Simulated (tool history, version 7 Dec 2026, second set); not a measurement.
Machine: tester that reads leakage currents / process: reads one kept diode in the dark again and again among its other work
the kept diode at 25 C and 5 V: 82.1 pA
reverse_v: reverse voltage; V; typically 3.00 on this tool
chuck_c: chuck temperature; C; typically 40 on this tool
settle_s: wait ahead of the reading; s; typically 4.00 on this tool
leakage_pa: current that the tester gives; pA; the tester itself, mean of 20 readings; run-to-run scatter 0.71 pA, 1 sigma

Run 1, hour 0.0: usual settings. Result: leakage_pa 252.93 pA.
Run 2, hour 45.4: usual settings. Result: leakage_pa 253.61 pA.
Run 3, hour 82.9: usual settings. Result: leakage_pa 254.21 pA.
Run 4, hour 126.9: usual settings. Result: leakage_pa 252.96 pA.
At hour 133.3: probe card cleaned and baked.
Run 5, hour 159.2: usual settings. Result: leakage_pa 254.32 pA.
Run 6, hour 192.0: usual settings. Result: leakage_pa 254.33 pA.
Run 7, hour 231.2: usual settings but reverse_v 4.57 V, chuck_c 21 C, settle_s 1.03 s. Result: leakage_pa 60.00 pA.
Run 8, hour 274.6: usual settings but reverse_v 4.57 V, chuck_c 21 C, settle_s 1.03 s. Result: leakage_pa 60.11 pA.
Run 9, hour 337.0: usual settings but settle_s 5.55 s. Result: leakage_pa 254.96 pA.
Run 10, hour 398.1: usual settings but reverse_v 13.80 V. Result: leakage_pa 519.82 pA.

Expected results for the next run?
Run 11, hour 427.8: usual settings but reverse_v 13.80 V. Result: leakage_pa ?.

Run 11 yielded leakage_pa 523.30 pA.
With no hidden state in the tool, this same run would have given leakage_pa 483.13 pA.
